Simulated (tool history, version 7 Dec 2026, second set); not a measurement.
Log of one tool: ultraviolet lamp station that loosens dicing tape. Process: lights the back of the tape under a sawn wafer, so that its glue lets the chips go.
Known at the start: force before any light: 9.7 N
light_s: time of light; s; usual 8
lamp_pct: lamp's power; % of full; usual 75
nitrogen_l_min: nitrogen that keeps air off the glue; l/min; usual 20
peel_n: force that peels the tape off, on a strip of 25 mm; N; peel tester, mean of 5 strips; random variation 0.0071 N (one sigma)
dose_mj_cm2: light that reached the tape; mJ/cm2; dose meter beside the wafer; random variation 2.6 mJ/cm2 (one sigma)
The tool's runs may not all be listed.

Run 1, hour 0.0: usual settings. Result: peel_n 0.249 N, dose_mj_cm2 333 mJ/cm2.
Run 2, hour 32.1: usual settings. Result: peel_n 0.251 N, dose_mj_cm2 334 mJ/cm2.
Run 3, hour 68.0: usual settings. Result: peel_n 0.253 N, dose_mj_cm2 331 mJ/cm2.
Run 4, hour 97.7: usual settings. Result: peel_n 0.255 N, dose_mj_cm2 330 mJ/cm2.
Run 5, hour 132.0: usual settings. Result: peel_n 0.255 N, dose_mj_cm2 330 mJ/cm2.
Run 6, hour 150.1: usual settings. Result: peel_n 0.261 N, dose_mj_cm2 334 mJ/cm2.
Run 7, hour 173.9: usual settings. Result: peel_n 0.259 N, dose_mj_cm2 334 mJ/cm2.
Run 8, hour 208.7: usual settings. Result: peel_n 0.254 N, dose_mj_cm2 332 mJ/cm2.
Run 9, hour 224.6: usual settings. Result: peel_n 0.248 N, dose_mj_cm2 329 mJ/cm2.
Run 10, hour 240.2: usual settings. Result: peel_n 0.245 N, dose_mj_cm2 332 mJ/cm2.
Run 11, hour 268.7: usual settings. Result: peel_n 0.265 N, dose_mj_cm2 333 mJ/cm2.
Run 12, hour 298.1: usual settings. Result: peel_n 0.254 N, dose_mj_cm2 330 mJ/cm2.
Run 13, hour 317.2: usual settings. Result: peel_n 0.237 N, dose_mj_cm2 332 mJ/cm2.
Run 14, hour 344.9: usual settings. Result: peel_n 0.263 N, dose_mj_cm2 328 mJ/cm2.
Run 15, hour 371.3: usual settings. Result: peel_n 0.252 N, dose_mj_cm2 334 mJ/cm2.
Run 16, hour 407.8: usual settings but nitrogen_l_min 9 l/min. Result: peel_n 0.355 N, dose_mj_cm2 339 mJ/cm2.
Run 17, hour 435.1: usual settings but light_s 9 s. Result: peel_n 0.201 N, dose_mj_cm2 378 mJ/cm2.
Run 18, hour 466.9: usual settings but light_s 15 s. Result: peel_n 0.118 N, dose_mj_cm2 628 mJ/cm2.
Run 19, hour 487.8: usual settings but light_s 7 s, nitrogen_l_min 14 l/min. Result: peel_n 0.415 N, dose_mj_cm2 289 mJ/cm2.
Run 20, hour 514.5: usual settings but light_s 7 s, nitrogen_l_min 14 l/min. Result: peel_n 0.418 N, dose_mj_cm2 292 mJ/cm2.
Run 21, hour 542.9: usual settings but light_s 9 s, nitrogen_l_min 14 l/min. Result: peel_n 0.229 N, dose_mj_cm2 380 mJ/cm2.
Run 22, hour 566.4: usual settings but light_s 5 s. Result: peel_n 0.780 N, dose_mj_cm2 211 mJ/cm2.
Run 23, hour 602.9: usual settings but light_s 5 s. Result: peel_n 0.787 N, dose_mj_cm2 206 mJ/cm2.
Run 24, hour 636.7: usual settings but light_s 5 s. Result: peel_n 0.791 N, dose_mj_cm2 212 mJ/cm2.
Run 25, hour 669.4: usual settings but light_s 5 s. Result: peel_n 0.782 N, dose_mj_cm2 206 mJ/cm2.
Run 26, hour 692.8: usual settings but light_s 5 s. Result: peel_n 0.779 N, dose_mj_cm2 210 mJ/cm2.
Run 27, hour 723.6: usual settings but nitrogen_l_min 26 l/min. Result: peel_n 0.227 N, dose_mj_cm2 335 mJ/cm2.
Run 28, hour 750.5: usual settings but light_s 13 s, lamp_pct 66 % of full, nitrogen_l_min 37 l/min. Result: peel_n 0.136 N, dose_mj_cm2 479 mJ/cm2.
Run 29, hour 785.9: usual settings but light_s 13 s, lamp_pct 66 % of full, nitrogen_l_min 37 l/min. Result: peel_n 0.124 N, dose_mj_cm2 470 mJ/cm2.
Run 30, hour 815.4: usual settings but light_s 7 s, lamp_pct 66 % of full, nitrogen_l_min 27 l/min. Result: peel_n 0.421 N, dose_mj_cm2 257 mJ/cm2.
Run 31, hour 849.4: usual settings but light_s 7 s, lamp_pct 66 % of full, nitrogen_l_min 27 l/min. Result: peel_n 0.430 N, dose_mj_cm2 257 mJ/cm2.

Not shown: 3 entries that the log had between the listed runs. Between which runs, and how does the tool's hidden state differ before and after?
Between runs 7 and 8: window cleaned of glue's vapour (hour 176.8)
  light that the window lets through, % of a clean one's: 99.9 -> 100
Between runs 11 and 12: lamp changed (hour 297.1)
  lamp's light, % of a new lamp's: 99.7 -> 100
Between runs 26 and 27: window cleaned of glue's vapour (hour 695.8)
  light that the window lets through, % of a clean one's: 99.9 -> 100

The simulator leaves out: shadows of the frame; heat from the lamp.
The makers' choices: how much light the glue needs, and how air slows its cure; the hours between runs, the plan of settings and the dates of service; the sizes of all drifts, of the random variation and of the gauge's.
